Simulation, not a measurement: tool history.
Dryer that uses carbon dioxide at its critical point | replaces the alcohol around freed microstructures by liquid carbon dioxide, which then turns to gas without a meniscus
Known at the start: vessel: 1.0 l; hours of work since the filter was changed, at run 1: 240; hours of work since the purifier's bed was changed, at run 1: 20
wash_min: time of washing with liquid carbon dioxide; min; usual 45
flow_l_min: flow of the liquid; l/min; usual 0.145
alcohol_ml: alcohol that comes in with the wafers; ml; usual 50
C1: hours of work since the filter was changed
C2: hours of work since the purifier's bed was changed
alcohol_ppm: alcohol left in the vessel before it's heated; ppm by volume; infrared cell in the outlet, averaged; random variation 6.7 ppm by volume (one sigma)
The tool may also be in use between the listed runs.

run 1 hour=0 | wash_min=45 flow_l_min=0.145 alcohol_ml=50 | C1=240 C2=20 | alcohol_ppm=406
run 2 hour=6.8 | wash_min=45 flow_l_min=0.145 alcohol_ml=50 | C1=245 C2=26 | alcohol_ppm=413
run 3 hour=15 | wash_min=45 flow_l_min=0.145 alcohol_ml=50 | C1=252 C2=32 | alcohol_ppm=417
run 4 hour=23.6 | wash_min=45 flow_l_min=0.145 alcohol_ml=50 | C1=258 C2=38 | alcohol_ppm=426
run 5 hour=28.2 | wash_min=45 flow_l_min=0.145 alcohol_ml=50 | C1=261 C2=42 | alcohol_ppm=421
run 6 hour=35.8 | wash_min=60 flow_l_min=0.145 alcohol_ml=50 | C1=267 C2=47 | alcohol_ppm=97
run 7 hour=43.5 | wash_min=63 flow_l_min=0.145 alcohol_ml=50 | C1=273 C2=53 | alcohol_ppm=83
run 8 hour=48.6 | wash_min=63 flow_l_min=0.145 alcohol_ml=50 | C1=277 C2=57 | alcohol_ppm=80
run 9 hour=55.3 | wash_min=63 flow_l_min=0.145 alcohol_ml=50 | C1=282 C2=62 | alcohol_ppm=83
run 10 hour=59.1 | wash_min=63 flow_l_min=0.145 alcohol_ml=50 | C1=285 C2=65 | alcohol_ppm=74
run 11 hour=67.3 | wash_min=45 flow_l_min=0.221 alcohol_ml=50 | C1=291 C2=71 | alcohol_ppm=56
run 12 hour=74.1 | wash_min=45 flow_l_min=0.144 alcohol_ml=50 | C1=296 C2=76 | alcohol_ppm=453
run 13 hour=79.8 | wash_min=45 flow_l_min=0.144 alcohol_ml=50 | C1=300 C2=81 | alcohol_ppm=461
run 14 hour=85.5 | wash_min=57 flow_l_min=0.245 alcohol_ml=50 | C1=305 C2=85 | alcohol_ppm=34
run 15 hour=91.9 | wash_min=54 flow_l_min=0.23 alcohol_ml=50 | C1=310 C2=90 | alcohol_ppm=39
run 16 hour=97.4 | wash_min=51 flow_l_min=0.141 alcohol_ml=69 | C1=314 C2=94 | alcohol_ppm=391
run 17 hour=104.7 | wash_min=51 flow_l_min=0.141 alcohol_ml=69 | C1=319 C2=99 | alcohol_ppm=413
run 18 hour=109.1 | wash_min=63 flow_l_min=0.092 alcohol_ml=34 | C1=322 C2=103 | alcohol_ppm=482
run 19 hour=116 | wash_min=45 flow_l_min=0.171 alcohol_ml=107 | C1=328 C2=108 | alcohol_ppm=447
run 20 hour=125 | wash_min=66 flow_l_min=0.171 alcohol_ml=107 | C1=334 C2=115 | alcohol_ppm=55
run 21 hour=130.8 | wash_min=43 flow_l_min=0.208 alcohol_ml=50 | C1=339 C2=119 | alcohol_ppm=114
run 22 hour=136.4 | wash_min=43 flow_l_min=0.208 alcohol_ml=50 | C1=343 C2=123 | alcohol_ppm=115
run 23 hour=142.8 | wash_min=63 flow_l_min=0.168 alcohol_ml=21 | C1=348 C2=128 | alcohol_ppm=41
run 24 hour=151 | wash_min=63 flow_l_min=0.168 alcohol_ml=21 | C1=354 C2=134 | alcohol_ppm=40
run 25 hour=157.6 | wash_min=63 flow_l_min=0.168 alcohol_ml=21 | C1=359 C2=139 | alcohol_ppm=45

3 ways to go on from here, each from the tool as it stands after run 25. What would each give?
run A hour=162.3 | wash_min=65 flow_l_min=0.168 alcohol_ml=25 | C1=363 C2=143 | alcohol_ppm=?
run B hour=162.3 | wash_min=29 flow_l_min=0.2 alcohol_ml=21 | C1=363 C2=143 | alcohol_ppm=?
run C hour=162.3 | wash_min=63 flow_l_min=0.168 alcohol_ml=103 | C1=363 C2=143 | alcohol_ppm=?

run=A alcohol_ppm=46
run=B alcohol_ppm=371
run=C alcohol_ppm=86
Without the tool's hidden state the same runs would have given:
run=A alcohol_ppm=12
run=B alcohol_ppm=228
run=C alcohol_ppm=28
